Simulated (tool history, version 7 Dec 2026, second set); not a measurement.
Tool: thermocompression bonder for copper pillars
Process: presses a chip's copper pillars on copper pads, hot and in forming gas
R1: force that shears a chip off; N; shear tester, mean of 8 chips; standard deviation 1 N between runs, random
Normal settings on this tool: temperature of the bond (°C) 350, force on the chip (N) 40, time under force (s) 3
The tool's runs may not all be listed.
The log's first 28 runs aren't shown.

{"run": 29, "hour": 539.5, "temperature of the bond (°C)": 365, "force on the chip (N)": 40, "time under force (s)": 4, "R1": 105.0}
{"run": 30, "hour": 561.4, "temperature of the bond (°C)": 361, "force on the chip (N)": 48, "time under force (s)": 8, "R1": 127.0}
{"run": 31, "hour": 584.6, "temperature of the bond (°C)": 361, "force on the chip (N)": 40, "time under force (s)": 8, "R1": 119.6}
{"run": 32, "hour": 608.6, "temperature of the bond (°C)": 324, "force on the chip (N)": 40, "time under force (s)": 2, "R1": 57.1}
{"run": 33, "hour": 634.2, "temperature of the bond (°C)": 328, "force on the chip (N)": 40, "time under force (s)": 5, "R1": 80.5}
{"run": 34, "hour": 645.8, "temperature of the bond (°C)": 328, "force on the chip (N)": 40, "time under force (s)": 5, "R1": 81.8}
{"hour": 665.5, "done": "forming gas filter changed"}
{"run": 35, "hour": 671.4, "temperature of the bond (°C)": 349, "force on the chip (N)": 52, "time under force (s)": 2, "R1": 94.4}
{"run": 36, "hour": 688.5, "temperature of the bond (°C)": 334, "force on the chip (N)": 35, "time under force (s)": 4, "R1": 76.3}
{"run": 37, "hour": 703.3, "temperature of the bond (°C)": 334, "force on the chip (N)": 35, "time under force (s)": 4, "R1": 76.1}
{"run": 38, "hour": 719.6, "temperature of the bond (°C)": 334, "force on the chip (N)": 48, "time under force (s)": 3, "R1": 86.9}
{"run": 39, "hour": 730.4, "temperature of the bond (°C)": 327, "force on the chip (N)": 25, "time under force (s)": 3, "R1": 45.5}

5 ways to go on from here, each from the tool as it stands after run 39. What would each give?
{"run": "A", "hour": 747.2, "temperature of the bond (°C)": 327, "force on the chip (N)": 59, "time under force (s)": 5, "R1": "?"}
{"run": "B", "hour": 747.2, "temperature of the bond (°C)": 327, "force on the chip (N)": 25, "time under force (s)": 7, "R1": "?"}
{"run": "C", "hour": 747.2, "temperature of the bond (°C)": 326, "force on the chip (N)": 25, "time under force (s)": 3, "R1": "?"}
{"run": "D", "hour": 747.2, "temperature of the bond (°C)": 350, "force on the chip (N)": 31, "time under force (s)": 2, "R1": "?"}
{"run": "E", "hour": 747.2, "temperature of the bond (°C)": 324, "force on the chip (N)": 38, "time under force (s)": 3, "R1": "?"}

run=A R1=106.7
run=B R1=63.0
run=C R1=45.0
run=D R1=60.6
run=E R1=63.8
Without the tool's unlogged condition, the same runs would have read:
run=A R1=113.9
run=B R1=67.9
run=C R1=48.7
run=D R1=65.2
run=E R1=68.7

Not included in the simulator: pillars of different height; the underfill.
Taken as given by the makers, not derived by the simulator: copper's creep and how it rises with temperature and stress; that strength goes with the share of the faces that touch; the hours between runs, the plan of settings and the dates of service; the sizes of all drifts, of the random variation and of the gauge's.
